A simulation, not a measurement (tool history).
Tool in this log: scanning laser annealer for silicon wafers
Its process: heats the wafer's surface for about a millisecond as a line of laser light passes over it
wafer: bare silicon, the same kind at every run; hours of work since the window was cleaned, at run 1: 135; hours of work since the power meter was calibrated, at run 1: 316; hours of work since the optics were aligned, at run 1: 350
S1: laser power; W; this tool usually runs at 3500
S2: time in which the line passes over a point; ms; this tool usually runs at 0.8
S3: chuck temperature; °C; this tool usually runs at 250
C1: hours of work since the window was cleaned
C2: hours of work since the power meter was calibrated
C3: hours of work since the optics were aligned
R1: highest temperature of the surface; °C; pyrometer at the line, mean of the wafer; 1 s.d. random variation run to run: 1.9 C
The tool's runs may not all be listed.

run	hour	S1	S2	S3	C1	C2	C3	R1
1	0	3500	0.8	250	135	316	350	1085
2	38.4	3500	0.756	250	163	344	378	1062
3	61.6	3500	0.756	250	180	361	394	1060
4	99.8	3500	0.756	250	207	388	422	1059
5	124.7	3500	0.756	250	225	406	440	1059
6	144.4	3243	0.8	250	240	420	454	1008
7	184.3	3500	0.8	250	268	449	483	1082
8	207.2	3054	0.565	250	285	466	499	848
9	241.2	3844	0.8	250	309	490	524	1178
10	269	3844	0.8	250	329	510	544	1170
11	288	3844	0.8	250	343	524	558	1174
12	311.7	3844	0.8	250	360	541	575	1171
13	346.9	3844	0.8	250	386	566	600	1170
14	370	3602	0.684	249	402	583	617	1041

The same runs without the tool's hidden state, with the same run-to-run variation:
Unlogged tool condition in this case: light that passes the window, % of a clean one's; laser's true power over the reading, %; width of the line over the set one, %; drift of the gauge itself on peak_c, C.
run	R1
1	1097
2	1075
3	1074
4	1074
5	1076
6	1024
7	1101
8	862
9	1201
10	1195
11	1200
12	1197
13	1198
14	1066

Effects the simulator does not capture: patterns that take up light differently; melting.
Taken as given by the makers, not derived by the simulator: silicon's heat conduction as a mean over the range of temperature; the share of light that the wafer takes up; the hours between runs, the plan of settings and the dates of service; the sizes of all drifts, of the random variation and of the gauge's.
